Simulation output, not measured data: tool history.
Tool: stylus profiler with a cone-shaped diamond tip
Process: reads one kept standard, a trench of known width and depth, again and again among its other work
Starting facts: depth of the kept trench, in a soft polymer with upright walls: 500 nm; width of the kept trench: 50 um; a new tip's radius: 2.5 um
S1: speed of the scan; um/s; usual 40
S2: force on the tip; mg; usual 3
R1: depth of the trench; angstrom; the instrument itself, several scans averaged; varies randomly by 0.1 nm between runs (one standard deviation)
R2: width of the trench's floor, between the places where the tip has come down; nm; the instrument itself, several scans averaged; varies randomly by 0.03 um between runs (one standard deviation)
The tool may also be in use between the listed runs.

run,hour,S1,S2,R1,R2
1,0,40,3,5082.4,46260
2,61.6,40,3,5085.4,46270
3,90,40,3,5081.2,46260
4,126.3,40,3,5082.7,46290
5,162.9,152,3,5082.2,45690
6,215.7,59,1.01,5033.4,45880
7,282,74,1.43,5046.1,45860
8,319.7,33,2.08,5060,46140
9,348.5,38,1.02,5033.3,46050
10,376.5,125,1.55,5046,45470

Below, some changes in R1 between adjacent runs. For each, the amount present without the hidden state too (settings, incoming material, random variation) and the amount remaining for the hidden state with gauge scatter not shared by both compared results:
What the log doesn't record here: radius of the tip, um; height scale over the true one, %; drift of the gauge itself on depth_nm, %; drift of the gauge itself on floor_um, %.
Run 1 -> 2: no setting touched and nothing written in the log between the runs. R1 +3 angstrom: hidden state -0.5, all else +3.5.
Run 5 -> 6: S1 152 -> 59, S2 3 -> 1.01. R1 -48.8 angstrom: hidden state -0.3, all else -48.5.
